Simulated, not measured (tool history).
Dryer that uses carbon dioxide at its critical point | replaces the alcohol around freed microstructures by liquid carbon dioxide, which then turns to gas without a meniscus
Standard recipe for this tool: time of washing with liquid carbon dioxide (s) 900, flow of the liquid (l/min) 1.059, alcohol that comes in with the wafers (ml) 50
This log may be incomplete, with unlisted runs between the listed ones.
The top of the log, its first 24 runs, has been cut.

| run | hour | time of washing with liquid carbon dioxide (s) | flow of the liquid (l/min) | alcohol that comes in with the wafers (ml) | hours of work since the filter was changed | hours of work since the purifier's bed was changed | alcohol left in the vessel before it's heated (ppm by volume) |
|---|---|---|---|---|---|---|---|
| 25 | 362.7 | 540 | 1.05 | 50 | 208 | 173 | 802 |
| 26 | 373.7 | 1260 | 1.059 | 50 | 213 | 178 | 27 |
| 27 | 387.3 | 660 | 0.65 | 64 | 218 | 184 | 2316 |
| 28 | 404.3 | 900 | 1.059 | 101 | 226 | 191 | 174 |
| 29 | 414.2 | 900 | 1.059 | 101 | 230 | 195 | 174 |
| 30 | 433.6 | 900 | 0.9 | 47 | 238 | 203 | 182 |
| 31 | 451.7 | 900 | 0.74 | 26 | 246 | 211 | 246 |
| 32 | 468.1 | 900 | 1.01 | 26 | 252 | 218 | 78 |
| 33 | 480.1 | 1020 | 1.06 | 57 | 258 | 223 | 45 |
| 34 | 495.1 | 1020 | 1.06 | 57 | 264 | 229 | 57 |
| 35 | 508.2 | 900 | 1.05 | 57 | 269 | 235 | 101 |
| 36 | 524.8 | 900 | 1.61 | 32 | 276 | 242 | 24 |
| 37 | 539.4 | 720 | 1.36 | 32 | 283 | 248 | 67 |
| 38 | 552.7 | 720 | 1.36 | 32 | 288 | 253 | 66 |
| 39 | 568.8 | 1380 | 0.87 | 117 | 295 | 260 | 71 |

Alternative continuations, all from the tool just after run 39; predict every row:
| A | 586.9 | 900 | 0.83 | 50 | 303 | 268 | ? |
| B | 586.9 | 1080 | 1.059 | 104 | 303 | 268 | ? |
| C | 586.9 | 1080 | 1.32 | 33 | 303 | 268 | ? |

| run | alcohol left in the vessel before it's heated (ppm by volume) |
|---|---|
| A | 295 |
| B | 67 |
| C | 19 |
Had the tool no hidden state, the same runs would have come out as:
| run | alcohol left in the vessel before it's heated (ppm by volume) |
|---|---|
| A | 214 |
| B | 35 |
| C | 4 |
